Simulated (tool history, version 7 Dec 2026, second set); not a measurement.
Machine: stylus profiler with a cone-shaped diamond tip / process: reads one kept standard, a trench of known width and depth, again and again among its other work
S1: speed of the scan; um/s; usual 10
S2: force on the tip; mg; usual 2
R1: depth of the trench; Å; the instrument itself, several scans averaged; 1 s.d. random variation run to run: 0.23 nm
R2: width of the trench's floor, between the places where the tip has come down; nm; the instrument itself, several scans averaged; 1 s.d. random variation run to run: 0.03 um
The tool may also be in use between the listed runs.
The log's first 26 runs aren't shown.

run   hour  S1    S2       R1     R2
 27  613.9   9  1.58  10084.4  25210
 28  630.6  27  4.14  10167.5  25170
 29  645.1  14  1.02    10062  25220
 30  665.4   3  4.24  10163.6  25210
 31  684.6   5  3.93  10153.2  25220
 32  700.2   5  3.93  10158.3  25170
 33  719.2  11  5.97  10209.7  25130
 34  747.1  11  5.97  10212.4  25140
 35    780   5  1.65  10082.5  25100
 36  812.2   6   0.8  10042.7  25100
 37  842.1   6   0.8  10046.7  25070

3 ways to go on from here, each from the tool as it stands after run 37. What would each give?
  A  863.5   6  2.38   ?   ?
  B  863.5   5  2.08   ?   ?
  C  863.5   5  0.72   ?   ?

run       R1     R2
  A  10104.2  25110
  B    10099  25060
  C  10041.6  25170
With no hidden state in the tool, these same runs would have given:
run       R1     R2
  A  10113.4  26020
  B  10108.2  25960
  C  10050.7  26080
